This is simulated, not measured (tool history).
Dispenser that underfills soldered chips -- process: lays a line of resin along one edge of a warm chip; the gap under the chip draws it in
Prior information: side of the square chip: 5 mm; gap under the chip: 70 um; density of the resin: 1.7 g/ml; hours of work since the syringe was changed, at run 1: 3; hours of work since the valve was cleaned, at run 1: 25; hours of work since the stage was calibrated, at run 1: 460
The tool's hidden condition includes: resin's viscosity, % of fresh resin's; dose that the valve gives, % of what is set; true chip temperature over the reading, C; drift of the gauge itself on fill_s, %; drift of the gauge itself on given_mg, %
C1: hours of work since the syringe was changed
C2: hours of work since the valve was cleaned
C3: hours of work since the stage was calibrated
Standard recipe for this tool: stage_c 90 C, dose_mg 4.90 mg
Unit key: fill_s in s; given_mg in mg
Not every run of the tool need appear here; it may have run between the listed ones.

{"run": 1, "hour": 0.0, "stage_c": 90, "dose_mg": 4.9, "C1": 3, "C2": 25, "C3": 460, "fill_s": 20.9, "given_mg": 4.79}
{"hour": 5.6, "done": "new syringe of resin"}
{"hour": 15.0, "done": "new syringe of resin"}
{"run": 2, "hour": 17.1, "stage_c": 90, "dose_mg": 4.9, "C1": 2, "C2": 38, "C3": 473, "fill_s": 19.2, "given_mg": 4.77}
{"hour": 24.5, "done": "new syringe of resin"}
{"hour": 33.7, "done": "new syringe of resin"}
{"run": 3, "hour": 34.3, "stage_c": 90, "dose_mg": 4.9, "C1": 0, "C2": 51, "C3": 486, "fill_s": 17.7, "given_mg": 4.68}
{"hour": 43.6, "done": "new syringe of resin"}
{"run": 4, "hour": 47.9, "stage_c": 90, "dose_mg": 4.9, "C1": 3, "C2": 61, "C3": 496, "fill_s": 21.6, "given_mg": 4.69}
{"hour": 52.7, "done": "dispensing valve cleaned and set on the balance"}
{"hour": 54.6, "done": "new syringe of resin"}
{"run": 5, "hour": 62.1, "stage_c": 90, "dose_mg": 4.9, "C1": 6, "C2": 7, "C3": 506, "fill_s": 24.7, "given_mg": 4.9}
{"hour": 64.4, "done": "new syringe of resin"}
{"run": 6, "hour": 72.9, "stage_c": 90, "dose_mg": 5.42, "C1": 7, "C2": 15, "C3": 514, "fill_s": 25.5, "given_mg": 5.32}
{"hour": 74.5, "done": "new syringe of resin"}
{"hour": 84.2, "done": "new syringe of resin"}
{"run": 7, "hour": 85.0, "stage_c": 102, "dose_mg": 4.9, "C1": 1, "C2": 24, "C3": 523, "fill_s": 9.9, "given_mg": 4.78}
{"hour": 94.7, "done": "new syringe of resin"}
{"hour": 95.7, "done": "stage's temperature calibrated"}
{"run": 8, "hour": 100.1, "stage_c": 102, "dose_mg": 4.9, "C1": 3, "C2": 34, "C3": 3, "fill_s": 10.6, "given_mg": 4.75}
{"hour": 105.7, "done": "new syringe of resin"}
{"hour": 114.9, "done": "new syringe of resin"}
{"run": 9, "hour": 117.7, "stage_c": 102, "dose_mg": 4.9, "C1": 2, "C2": 48, "C3": 16, "fill_s": 9.5, "given_mg": 4.69}
{"hour": 124.3, "done": "new syringe of resin"}
{"hour": 134.1, "done": "new syringe of resin"}
{"run": 10, "hour": 134.1, "stage_c": 102, "dose_mg": 4.9, "C1": 0, "C2": 60, "C3": 29, "fill_s": 8.4, "given_mg": 4.62}
{"hour": 141.5, "done": "dispensing valve cleaned and set on the balance"}
{"hour": 144.3, "done": "new syringe of resin"}
{"run": 11, "hour": 152.3, "stage_c": 102, "dose_mg": 4.9, "C1": 6, "C2": 8, "C3": 42, "fill_s": 13.2, "given_mg": 4.82}
{"hour": 154.8, "done": "new syringe of resin"}
{"hour": 164.2, "done": "new syringe of resin"}
{"run": 12, "hour": 168.6, "stage_c": 102, "dose_mg": 4.9, "C1": 3, "C2": 20, "C3": 54, "fill_s": 10.7, "given_mg": 4.85}
{"hour": 173.6, "done": "new syringe of resin"}
{"hour": 183.3, "done": "new syringe of resin"}
{"run": 13, "hour": 184.6, "stage_c": 102, "dose_mg": 4.9, "C1": 1, "C2": 32, "C3": 65, "fill_s": 9.5, "given_mg": 4.79}
{"hour": 193.6, "done": "new syringe of resin"}
{"run": 14, "hour": 198.8, "stage_c": 102, "dose_mg": 4.9, "C1": 4, "C2": 43, "C3": 76, "fill_s": 11.7, "given_mg": 4.78}
{"hour": 204.2, "done": "new syringe of resin"}
{"hour": 214.4, "done": "new syringe of resin"}
{"run": 15, "hour": 215.7, "stage_c": 95, "dose_mg": 4.65, "C1": 1, "C2": 55, "C3": 89, "fill_s": 12.9, "given_mg": 4.43}
{"hour": 224.0, "done": "new syringe of resin"}
{"hour": 228.0, "done": "dispensing valve cleaned and set on the balance"}
{"run": 16, "hour": 233.3, "stage_c": 97, "dose_mg": 5.47, "C1": 6, "C2": 4, "C3": 101, "fill_s": 16.3, "given_mg": 5.43}
{"hour": 234.4, "done": "new syringe of resin"}
{"hour": 243.6, "done": "new syringe of resin"}
{"run": 17, "hour": 243.6, "stage_c": 97, "dose_mg": 5.47, "C1": 0, "C2": 12, "C3": 109, "fill_s": 10.4, "given_mg": 5.4}
{"run": 18, "hour": 250.9, "stage_c": 75, "dose_mg": 4.9, "C1": 6, "C2": 17, "C3": 114, "fill_s": 42.4, "given_mg": 4.78}
{"hour": 252.7, "done": "new syringe of resin"}
{"run": 19, "hour": 260.8, "stage_c": 81, "dose_mg": 5.14, "C1": 6, "C2": 24, "C3": 121, "fill_s": 33.5, "given_mg": 5.02}
{"hour": 262.5, "done": "new syringe of resin"}
{"hour": 272.7, "done": "new syringe of resin"}
{"run": 20, "hour": 274.5, "stage_c": 81, "dose_mg": 5.14, "C1": 1, "C2": 35, "C3": 131, "fill_s": 25.5, "given_mg": 4.93}
{"hour": 281.9, "done": "new syringe of resin"}
{"run": 21, "hour": 281.9, "stage_c": 78, "dose_mg": 5.76, "C1": 0, "C2": 40, "C3": 137, "fill_s": 27.4, "given_mg": 5.56}
{"hour": 291.6, "done": "new syringe of resin"}
{"run": 22, "hour": 297.3, "stage_c": 104, "dose_mg": 4.33, "C1": 4, "C2": 52, "C3": 149, "fill_s": 10.9, "given_mg": 4.15}
{"hour": 301.7, "done": "new syringe of resin"}
{"hour": 311.5, "done": "new syringe of resin"}
{"hour": 314.9, "done": "dispensing valve cleaned and set on the balance"}
{"run": 23, "hour": 316.0, "stage_c": 105, "dose_mg": 5.05, "C1": 3, "C2": 1, "C3": 162, "fill_s": 9.2, "given_mg": 5.05}

4 ways to go on from here, each from the tool as it stands after run 23. What would each give?
{"hour": 321.8, "done": "new syringe of resin"}
{"hour": 331.6, "done": "new syringe of resin"}
{"run": "A", "hour": 334.1, "stage_c": 94, "dose_mg": 5.27, "C1": 2, "C2": 14, "C3": 175, "fill_s": "?", "given_mg": "?"}
{"hour": 321.8, "done": "new syringe of resin"}
{"hour": 331.6, "done": "new syringe of resin"}
{"run": "B", "hour": 334.1, "stage_c": 83, "dose_mg": 6.09, "C1": 2, "C2": 14, "C3": 175, "fill_s": "?", "given_mg": "?"}
{"hour": 321.8, "done": "new syringe of resin"}
{"hour": 331.6, "done": "new syringe of resin"}
{"run": "C", "hour": 334.1, "stage_c": 78, "dose_mg": 5.22, "C1": 2, "C2": 14, "C3": 175, "fill_s": "?", "given_mg": "?"}
{"hour": 321.8, "done": "new syringe of resin"}
{"hour": 331.6, "done": "new syringe of resin"}
{"run": "D", "hour": 334.1, "stage_c": 105, "dose_mg": 4.64, "C1": 2, "C2": 14, "C3": 175, "fill_s": "?", "given_mg": "?"}

run=A fill_s=14.6 given_mg=5.22
run=B fill_s=22.7 given_mg=6.03
run=C fill_s=29.7 given_mg=5.17
run=D fill_s=9.2 given_mg=4.64
Had the tool no hidden state, the same runs would have come out as:
run=A fill_s=12.6 given_mg=5.28
run=B fill_s=19.4 given_mg=6.10
run=C fill_s=25.4 given_mg=5.22
run=D fill_s=7.9 given_mg=4.69
